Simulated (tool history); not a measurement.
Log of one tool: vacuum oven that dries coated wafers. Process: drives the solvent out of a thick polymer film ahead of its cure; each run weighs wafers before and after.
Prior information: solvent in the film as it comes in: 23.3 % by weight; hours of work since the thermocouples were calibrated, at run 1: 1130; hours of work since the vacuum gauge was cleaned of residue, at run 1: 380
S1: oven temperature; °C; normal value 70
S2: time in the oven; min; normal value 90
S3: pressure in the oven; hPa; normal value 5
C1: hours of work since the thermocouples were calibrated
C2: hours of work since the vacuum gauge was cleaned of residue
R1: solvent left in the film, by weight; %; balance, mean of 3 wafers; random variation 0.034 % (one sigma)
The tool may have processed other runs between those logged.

Run 1, hour 0: usual settings; C1 1130; C2 380. Result: R1 1.1 %.
Run 2, hour 16.6: usual settings; C1 1137; C2 388. Result: R1 1.05 %.
Run 3, hour 39.6: usual settings; C1 1147; C2 398. Result: R1 1.06 %.
Run 4, hour 55: usual settings; C1 1154; C2 404. Result: R1 1.13 %.
Run 5, hour 74.6: usual settings; C1 1162; C2 413. Result: R1 1.16 %.
Run 6, hour 95.1: usual settings; C1 1171; C2 422. Result: R1 1 %.
Run 7, hour 106.3: usual settings; C1 1176; C2 427. Result: R1 1.1 %.
Run 8, hour 119.7: usual settings; C1 1182; C2 433. Result: R1 1.06 %.
At hour 122.2: vacuum gauge cleaned of residue and calibrated.
Run 9, hour 144.2: usual settings; C1 1192; C2 10. Result: R1 1.13 %.
Run 10, hour 168.6: usual settings; C1 1203; C2 20. Result: R1 1.1 %.
At hour 175.9: vacuum gauge cleaned of residue and calibrated, once more.
Run 11, hour 181.4: usual settings; C1 1208; C2 2. Result: R1 0.96 %.
Run 12, hour 202.7: usual settings but S2 118 min; C1 1217; C2 12. Result: R1 0.44 %.
Run 13, hour 225.7: usual settings but S2 118 min; C1 1227; C2 22. Result: R1 0.46 %.
Run 14, hour 241.1: usual settings but S1 61 °C, S3 10.46 hPa; C1 1234; C2 28. Result: R1 3.33 %.
Run 15, hour 253.1: usual settings but S1 57 °C, S3 14.7 hPa; C1 1239; C2 34. Result: R1 4.94 %.
Run 16, hour 273.3: usual settings but S2 97 min; C1 1248; C2 42. Result: R1 0.82 %.
Run 17, hour 297.2: usual settings but S1 65 °C, S2 105 min, S3 6.7 hPa; C1 1258; C2 53. Result: R1 1.39 %.
Run 18, hour 318.5: usual settings but S1 79 °C, S2 59 min, S3 11.14 hPa; C1 1268; C2 62. Result: R1 0.89 %.
Run 19, hour 339.3: usual settings but S1 63 °C, S3 7.61 hPa; C1 1277; C2 71. Result: R1 2.59 %.
Run 20, hour 362.9: usual settings but S1 67 °C, S2 60 min, S3 18.14 hPa; C1 1287; C2 82. Result: R1 3.81 %.
Run 21, hour 375: usual settings but S1 61 °C, S2 110 min, S3 4.76 hPa; C1 1292; C2 87. Result: R1 2.19 %.
Run 22, hour 391.7: usual settings but S1 59 °C, S2 142 min, S3 12.13 hPa; C1 1300; C2 94. Result: R1 1.83 %.
Run 23, hour 408.8: usual settings but S1 59 °C, S2 142 min, S3 12.13 hPa; C1 1307; C2 102. Result: R1 1.88 %.
Run 24, hour 419.4: usual settings but S1 57 °C, S2 142 min, S3 7.26 hPa; C1 1312; C2 106. Result: R1 2.15 %.
Run 25, hour 440.7: usual settings but S1 63 °C, S2 125 min, S3 7.26 hPa; C1 1321; C2 116. Result: R1 1.31 %.

Forecast run 26:
Run 26, hour 453.5: usual settings but S1 63 °C, S2 125 min, S3 7.26 hPa; C1 1326; C2 121. Result: R1 ?.

R1: 1.34 %
If the tool had no hidden condition, the same run with the same run-to-run variation would have returned R1 1.81 %.
